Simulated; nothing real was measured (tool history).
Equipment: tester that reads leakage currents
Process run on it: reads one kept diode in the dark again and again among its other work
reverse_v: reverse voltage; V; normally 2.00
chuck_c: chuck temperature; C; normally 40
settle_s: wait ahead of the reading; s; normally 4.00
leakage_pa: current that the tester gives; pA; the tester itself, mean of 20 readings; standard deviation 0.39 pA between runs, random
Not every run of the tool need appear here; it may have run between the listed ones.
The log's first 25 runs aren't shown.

run,day,reverse_v,chuck_c,settle_s,leakage_pa
26,43.625,2.00,26,4.22,42.80
27,44.642,2.00,26,4.22,42.91
28,45.996,3.29,26,1.08,58.28
29,48.258,3.29,26,1.08,58.70
30,49.596,3.29,26,1.08,59.11
31,51.700,9.24,26,3.94,107.24
32,53.038,1.39,37,4.00,86.71
33,54.196,1.31,38,1.83,91.12
34,55.175,2.00,24,4.00,37.45
35,56.412,17.16,40,0.61,487.61
36,58.508,10.86,51,0.61,839.65
37,60.588,1.16,40,4.00,100.59
38,61.650,1.16,55,1.01,305.13
39,62.683,13.24,33,3.39,241.24
40,64.954,13.24,33,3.39,243.72
41,67.150,1.02,33,3.39,54.48

Branching from run 41: 3 alternative next runs. What would each branch give?
A,68.612,3.26,33,3.39,?
B,68.612,2.29,49,9.20,?
C,68.612,1.02,27,3.39,?

run,leakage_pa
A,107.83
B,298.27
C,33.44
Without the tool's hidden state the same runs would have given:
run,leakage_pa
A,96.93
B,272.33
C,29.95
